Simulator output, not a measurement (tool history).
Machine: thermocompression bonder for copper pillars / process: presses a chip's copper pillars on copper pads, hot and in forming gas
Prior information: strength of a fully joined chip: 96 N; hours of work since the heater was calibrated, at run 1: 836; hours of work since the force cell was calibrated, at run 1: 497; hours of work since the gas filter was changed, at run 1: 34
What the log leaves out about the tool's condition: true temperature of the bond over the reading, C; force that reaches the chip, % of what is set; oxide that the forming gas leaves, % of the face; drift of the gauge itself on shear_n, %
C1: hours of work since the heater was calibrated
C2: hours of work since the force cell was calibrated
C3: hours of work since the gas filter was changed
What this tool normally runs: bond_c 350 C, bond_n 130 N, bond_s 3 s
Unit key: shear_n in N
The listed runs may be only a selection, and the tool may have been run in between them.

Run 1, day 0.000: usual settings; C1 836; C2 497; C3 34. Result: shear_n 45.6 N.
Run 2, day 2.217: usual settings; C1 860; C2 521; C3 58. Result: shear_n 44.5 N.
Run 3, day 3.967: usual settings; C1 879; C2 540; C3 77. Result: shear_n 43.9 N.
Run 4, day 5.042: usual settings; C1 891; C2 552; C3 89. Result: shear_n 44.0 N.
Run 5, day 6.496: usual settings; C1 907; C2 567; C3 104. Result: shear_n 44.2 N.
Run 6, day 8.471: usual settings; C1 928; C2 589; C3 126. Result: shear_n 42.2 N.
Run 7, day 10.500: usual settings; C1 950; C2 611; C3 148. Result: shear_n 43.7 N.
Run 8, day 12.112: usual settings; C1 968; C2 629; C3 166. Result: shear_n 43.6 N.
Run 9, day 14.075: usual settings but bond_n 114 N; C1 989; C2 650; C3 187. Result: shear_n 37.9 N.
Run 10, day 15.767: usual settings but bond_n 188 N; C1 1008; C2 668; C3 205. Result: shear_n 57.2 N.
Run 11, day 17.150: usual settings but bond_n 93 N; C1 1023; C2 683; C3 221. Result: shear_n 31.8 N.
At day 17.417: heater calibrated with a thermocouple chip.
Run 12, day 19.546: usual settings; C1 23; C2 709; C3 246. Result: shear_n 40.8 N.
At day 20.521: force cell calibrated.
Run 13, day 21.479: usual settings; C1 44; C2 10; C3 266. Result: shear_n 43.7 N.
Run 14, day 23.854: usual settings; C1 69; C2 36; C3 292. Result: shear_n 42.6 N.
Run 15, day 26.271: usual settings but bond_n 115 N; C1 96; C2 63; C3 318. Result: shear_n 39.6 N.
Run 16, day 27.300: usual settings but bond_n 115 N; C1 107; C2 74; C3 330. Result: shear_n 38.2 N.
At day 28.571: heater calibrated with a thermocouple chip, once more.
Run 17, day 29.088: usual settings but bond_n 115 N; C1 6; C2 92; C3 348. Result: shear_n 43.5 N.
Run 18, day 31.404: usual settings but bond_n 115 N; C1 31; C2 118; C3 373. Result: shear_n 42.6 N.
Run 19, day 33.904: usual settings but bond_n 115 N; C1 58; C2 145; C3 401. Result: shear_n 41.6 N.
Run 20, day 36.371: usual settings but bond_n 178 N; C1 85; C2 172; C3 427. Result: shear_n 57.4 N.
Run 21, day 37.792: usual settings; C1 100; C2 187; C3 443. Result: shear_n 45.8 N.
Run 22, day 39.304: usual settings; C1 117; C2 204; C3 459. Result: shear_n 45.8 N.
Run 23, day 40.492: usual settings; C1 130; C2 217; C3 472. Result: shear_n 45.2 N.
At day 40.658: forming gas filter changed.
Run 24, day 41.750: usual settings but bond_c 344 C, bond_n 116 N, bond_s 5 s; C1 143; C2 230; C3 12. Result: shear_n 49.8 N.
Run 25, day 43.029: usual settings but bond_c 344 C, bond_n 116 N, bond_s 5 s; C1 157; C2 244; C3 26. Result: shear_n 49.7 N.
Run 26, day 44.308: usual settings but bond_c 342 C, bond_n 124 N; C1 171; C2 258; C3 40. Result: shear_n 42.2 N.
Run 27, day 45.917: usual settings but bond_c 342 C, bond_n 124 N; C1 189; C2 276; C3 57. Result: shear_n 42.7 N.
Run 28, day 47.662: usual settings but bond_c 335 C, bond_n 124 N, bond_s 2 s; C1 208; C2 295; C3 76. Result: shear_n 32.9 N.
Run 29, day 49.796: usual settings but bond_c 376 C, bond_n 81 N, bond_s 2 s; C1 231; C2 318; C3 100. Result: shear_n 36.7 N.
Run 30, day 51.792: usual settings but bond_c 376 C, bond_n 81 N, bond_s 2 s; C1 253; C2 340; C3 121. Result: shear_n 36.9 N.
Run 31, day 54.196: usual settings but bond_c 376 C, bond_n 81 N, bond_s 2 s; C1 279; C2 366; C3 148. Result: shear_n 36.5 N.
Run 32, day 55.883: usual settings but bond_c 351 C, bond_n 89 N; C1 297; C2 384; C3 166. Result: shear_n 35.1 N.
Run 33, day 57.083: usual settings but bond_c 320 C, bond_n 183 N, bond_s 2 s; C1 310; C2 397; C3 179. Result: shear_n 36.7 N.
Run 34, day 58.817: usual settings but bond_c 345 C, bond_n 147 N, bond_s 5 s; C1 329; C2 416; C3 198. Result: shear_n 56.8 N.
Run 35, day 60.746: usual settings but bond_c 348 C, bond_n 107 N; C1 350; C2 437; C3 219. Result: shear_n 38.5 N.
Run 36, day 62.154: usual settings but bond_n 175 N; C1 366; C2 453; C3 234. Result: shear_n 55.8 N.
Run 37, day 63.712: usual settings but bond_n 155 N, bond_s 8 s; C1 383; C2 469; C3 251. Result: shear_n 68.0 N.
Run 38, day 66.083: usual settings but bond_n 155 N, bond_s 8 s; C1 409; C2 495; C3 277. Result: shear_n 67.6 N.
Run 39, day 68.258: usual settings but bond_n 136 N, bond_s 2 s; C1 432; C2 519; C3 301. Result: shear_n 40.4 N.
Run 40, day 70.575: usual settings but bond_n 186 N; C1 457; C2 544; C3 326. Result: shear_n 58.5 N.

Pick out some run-to-run changes in shear_n. Of each, how much would a tool without hidden state show as well, from the settings, what came in and chance, and how much is left for the hidden state and any gauge scatter not in both results compared?
Run 10 -> 11: bond_n 188 -> 93. shear_n -25.4 N: hidden state +2.0, all else -27.4.
Run 11 -> 12: bond_n 93 -> 130, heater calibrated with a thermocouple chip. shear_n +9.0 N: hidden state -2.9, all else +11.9.
Run 12 -> 13: force cell calibrated. shear_n +2.9 N: hidden state +3.0, all else -0.1.
Run 16 -> 17: heater calibrated with a thermocouple chip, once more. shear_n +5.3 N: hidden state +3.5, all else +1.8.
Run 33 -> 34: bond_c 320 -> 345, bond_n 183 -> 147, bond_s 2 -> 5. shear_n +20.1 N: hidden state -1.0, all else +21.1.
Run 38 -> 39: bond_n 155 -> 136, bond_s 8 -> 2. shear_n -27.2 N: hidden state +0.9, all else -28.1.
